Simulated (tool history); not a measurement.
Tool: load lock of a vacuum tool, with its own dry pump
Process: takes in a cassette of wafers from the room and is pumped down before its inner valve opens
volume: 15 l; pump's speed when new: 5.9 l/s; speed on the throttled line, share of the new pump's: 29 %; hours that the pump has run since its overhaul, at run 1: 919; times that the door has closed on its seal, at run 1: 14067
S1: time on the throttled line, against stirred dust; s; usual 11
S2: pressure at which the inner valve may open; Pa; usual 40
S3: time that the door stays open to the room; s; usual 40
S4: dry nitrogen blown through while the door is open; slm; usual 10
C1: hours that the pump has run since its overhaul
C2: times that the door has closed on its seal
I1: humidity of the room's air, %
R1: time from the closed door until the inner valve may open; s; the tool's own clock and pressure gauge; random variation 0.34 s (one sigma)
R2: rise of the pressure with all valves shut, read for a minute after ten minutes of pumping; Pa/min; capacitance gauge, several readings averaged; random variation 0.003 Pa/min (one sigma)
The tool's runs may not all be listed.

run,hour,S1,S2,S3,S4,C1,C2,I1,R1,R2
1,0.0,11,40,40,10,919,14067,43.8,28.3,0.116
2,102.7,11,40,40,10,1022,14478,42.9,28.1,0.120
3,183.0,11,40,40,10,1102,14799,45.3,27.6,0.119
4,241.8,11,40,40,10,1161,15034,45.9,28.5,0.126
5,320.0,11,40,40,10,1239,15347,50.6,27.9,0.134
6,366.4,11,40,40,10,1286,15533,41.9,28.1,0.131
7,460.1,11,40,40,10,1379,15908,42.9,28.0,0.126
8,544.5,11,37,40,10,1464,16246,42.4,28.5,0.135
9,620.3,11,37,40,10,1540,16549,45.1,28.2,0.139
10,708.6,11,37,40,10,1628,16903,43.1,28.5,0.136
11,762.0,11,37,40,10,1681,17116,47.6,28.8,0.143
12,857.6,21,40,40,10,1777,17499,45.7,35.2,0.144
13,928.7,11,40,40,10,1848,17783,42.6,28.3,0.151
14,1017.5,11,40,40,10,1937,18139,47.0,28.5,0.152
15,1108.2,11,40,40,33,2027,18501,45.0,28.7,0.138
16,1182.3,11,40,40,33,2102,18798,45.3,28.0,0.136
17,1279.0,11,40,40,10,2198,19185,46.4,27.7,0.166
18,1327.2,11,40,40,10,2246,19378,46.3,28.4,0.166
19,1415.3,11,40,40,10,2335,19731,45.7,28.0,0.171
20,1514.1,8,40,40,10,2433,20126,44.1,26.0,0.168
21,1561.7,8,72,40,10,2481,20317,47.3,24.1,0.174
22,1613.0,8,72,40,10,2532,20522,45.0,24.8,0.172
23,1666.7,13,64,25,15,2586,20737,49.9,28.6,0.169
24,1730.7,13,64,25,15,2650,20993,46.3,29.5,0.177
25,1793.3,13,64,25,15,2712,21243,41.4,28.9,0.162
26,1885.6,13,64,25,15,2805,21613,43.4,28.3,0.176
27,1956.8,21,42,40,10,2876,21898,42.5,34.9,0.197
28,2037.6,7,73,31,12,2957,22221,46.4,25.0,0.189
29,2105.4,9,40,68,10,3025,22492,45.7,26.8,0.211
30,2167.5,9,78,40,6,3087,22741,44.9,25.5,0.214
31,2238.2,6,40,63,10,3157,23024,43.2,25.2,0.213
32,2320.6,11,40,207,10,3240,23354,44.0,28.7,0.264
33,2379.1,11,74,40,6,3298,23587,44.4,26.8,0.220
34,2488.3,11,51,37,6,3408,24025,43.9,28.1,0.225
35,2577.9,11,51,37,6,3497,24383,47.3,27.8,0.224

The same runs without the tool's hidden state, with the same run-to-run variation:
The hidden state here: pump's speed, % of a new pump's; leak at the door's seal, Pa l/s; drift of the gauge itself on ready_s, %; drift of the gauge itself on rise_pa_min, %.
run,R1,R2
1,28.1,0.040
2,27.9,0.041
3,27.4,0.039
4,28.2,0.043
5,27.6,0.047
6,27.8,0.044
7,27.7,0.036
8,28.2,0.040
9,27.8,0.042
10,28.2,0.037
11,28.4,0.042
12,34.9,0.040
13,27.9,0.044
14,28.0,0.043
15,28.2,0.023
16,27.5,0.020
17,27.2,0.045
18,27.9,0.045
19,27.5,0.045
20,25.5,0.037
21,23.6,0.040
22,24.3,0.037
23,28.1,0.033
24,29.0,0.036
25,28.4,0.022
26,27.7,0.031
27,34.4,0.046
28,24.3,0.034
29,26.1,0.056
30,24.8,0.054
31,24.5,0.051
32,28.0,0.098
33,26.2,0.052
34,27.3,0.050
35,27.1,0.048

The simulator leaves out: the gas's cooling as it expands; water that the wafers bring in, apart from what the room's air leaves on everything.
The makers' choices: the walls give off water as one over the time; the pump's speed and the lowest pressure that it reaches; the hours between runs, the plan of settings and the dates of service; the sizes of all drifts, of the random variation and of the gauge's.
